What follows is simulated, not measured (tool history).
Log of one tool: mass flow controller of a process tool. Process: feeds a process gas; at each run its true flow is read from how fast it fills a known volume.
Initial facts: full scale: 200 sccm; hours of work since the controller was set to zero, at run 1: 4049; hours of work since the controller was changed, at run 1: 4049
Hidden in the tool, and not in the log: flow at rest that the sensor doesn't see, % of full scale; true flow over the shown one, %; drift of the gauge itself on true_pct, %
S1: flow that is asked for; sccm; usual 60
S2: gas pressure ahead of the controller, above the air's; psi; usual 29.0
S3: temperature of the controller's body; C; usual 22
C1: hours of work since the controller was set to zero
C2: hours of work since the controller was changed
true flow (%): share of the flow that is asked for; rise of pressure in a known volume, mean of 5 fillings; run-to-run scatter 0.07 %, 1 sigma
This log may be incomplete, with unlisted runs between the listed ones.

{"run": 1, "hour": 0.0, "S1": 60, "S2": 29.0, "S3": 22, "C1": 4049, "C2": 4049, "true flow (%)": 93.14}
{"run": 2, "hour": 65.0, "S1": 60, "S2": 29.0, "S3": 26, "C1": 4083, "C2": 4083, "true flow (%)": 93.52}
{"run": 3, "hour": 104.5, "S1": 60, "S2": 31.9, "S3": 22, "C1": 4104, "C2": 4104, "true flow (%)": 92.85}
{"run": 4, "hour": 163.2, "S1": 60, "S2": 31.9, "S3": 22, "C1": 4134, "C2": 4134, "true flow (%)": 92.9}
{"run": 5, "hour": 215.8, "S1": 60, "S2": 31.9, "S3": 22, "C1": 4161, "C2": 4161, "true flow (%)": 92.82}
{"run": 6, "hour": 272.8, "S1": 118, "S2": 31.9, "S3": 22, "C1": 4191, "C2": 4191, "true flow (%)": 94.84}
{"run": 7, "hour": 318.2, "S1": 118, "S2": 31.9, "S3": 22, "C1": 4214, "C2": 4214, "true flow (%)": 94.9}
{"run": 8, "hour": 360.0, "S1": 118, "S2": 27.3, "S3": 38, "C1": 4236, "C2": 4236, "true flow (%)": 96.35}
{"run": 9, "hour": 392.7, "S1": 21, "S2": 37.7, "S3": 30, "C1": 4253, "C2": 4253, "true flow (%)": 87.33}
{"run": 10, "hour": 457.6, "S1": 51, "S2": 29.0, "S3": 22, "C1": 4286, "C2": 4286, "true flow (%)": 92.23}
{"run": 11, "hour": 502.8, "S1": 165, "S2": 37.4, "S3": 22, "C1": 4310, "C2": 4310, "true flow (%)": 95.49}
{"run": 12, "hour": 534.7, "S1": 165, "S2": 20.5, "S3": 32, "C1": 4326, "C2": 4326, "true flow (%)": 97.12}
{"run": 13, "hour": 599.8, "S1": 165, "S2": 20.5, "S3": 32, "C1": 4360, "C2": 4360, "true flow (%)": 97.1}

Branching from run 13: 5 alternative next runs. What would each branch give?
{"run": "A", "hour": 641.3, "S1": 39, "S2": 31.6, "S3": 31, "C1": 4382, "C2": 4382, "true flow (%)": "?"}
{"run": "B", "hour": 641.3, "S1": 160, "S2": 24.7, "S3": 23, "C1": 4382, "C2": 4382, "true flow (%)": "?"}
{"run": "C", "hour": 641.3, "S1": 31, "S2": 34.8, "S3": 32, "C1": 4382, "C2": 4382, "true flow (%)": "?"}
{"run": "D", "hour": 641.3, "S1": 165, "S2": 26.0, "S3": 32, "C1": 4382, "C2": 4382, "true flow (%)": "?"}
{"run": "E", "hour": 641.3, "S1": 60, "S2": 39.2, "S3": 34, "C1": 4382, "C2": 4382, "true flow (%)": "?"}

run=A true_flow_(%)=91.51
run=B true_flow_(%)=96.07
run=C true_flow_(%)=90.04
run=D true_flow_(%)=96.85
run=E true_flow_(%)=93.10
The same runs, with their run-to-run variation unchanged, on a tool lacking any hidden condition would have given:
run=A true_flow_(%)=98.37
run=B true_flow_(%)=99.57
run=C true_flow_(%)=98.05
run=D true_flow_(%)=100.31
run=E true_flow_(%)=98.41
